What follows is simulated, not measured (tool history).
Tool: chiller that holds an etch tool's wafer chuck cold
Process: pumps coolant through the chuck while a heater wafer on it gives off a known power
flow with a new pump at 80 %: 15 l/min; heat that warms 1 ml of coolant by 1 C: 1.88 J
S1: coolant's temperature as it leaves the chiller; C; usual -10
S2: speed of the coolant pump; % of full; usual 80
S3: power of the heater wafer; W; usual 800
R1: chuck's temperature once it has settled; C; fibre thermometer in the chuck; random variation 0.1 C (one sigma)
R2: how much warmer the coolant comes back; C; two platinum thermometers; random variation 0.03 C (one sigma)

run,hour,S1,S2,S3,R1,R2
1,0,-10,80,800,-0.4,1.66
2,37.1,-10,80,800,-0.5,1.72
3,73,-10,80,800,-0.7,1.67
4,106.6,-10,80,800,-0.6,1.68
5,135.8,-10,80,800,-0.4,1.62
6,171.9,-10,89,800,-1.2,1.44
7,192.3,-10,89,800,-1.3,1.49
8,219.4,-10,89,800,-1.2,1.41
9,247.8,-10,88,800,-1.2,1.48
10,285.7,-10,88,800,-1.3,1.42
11,323.1,-10,78,800,-0.3,1.62
12,360.3,-3,77,544,3.6,1.08
13,395,-3,80,407,1.8,0.71
14,429.5,-12,62,645,-2.9,1.65
15,451.6,-12,65,1037,2.1,2.52
16,471.8,-5,80,687,3.1,1.26
17,500.9,-5,80,687,3.2,1.25
18,525.1,-5,80,687,3.2,1.3
19,559.4,-8,99,1079,2.8,1.64
20,586.2,-2,65,412,3.6,0.83
21,603.8,-11,76,412,-5.9,0.66
22,637.7,-11,76,412,-6,0.69

Measured less the same run without the tool's hidden state. The same run-to-run variation is in both; the gauge's scatter may not be:
The hidden state here: heat passed by the chuck's channels, % of clean ones'; flow at a given pump speed, % of a new pump's; coolant's true temperature over the reading, C; drift of the gauge itself on chuck_c, C; drift of the gauge itself on warmer_back_c, C.
run,R2
1,+0
2,-0.01
3,-0.03
4,-0.04
5,-0.05
6,-0.07
7,-0.07
8,-0.09
9,-0.1
10,-0.11
11,-0.13
12,-0.15
13,-0.16
14,-0.18
15,-0.18
16,-0.19
17,-0.21
18,-0.21
19,-0.23
20,-0.23
21,-0.24
22,-0.25
R1: within 0.1 C of the measured result in every run.
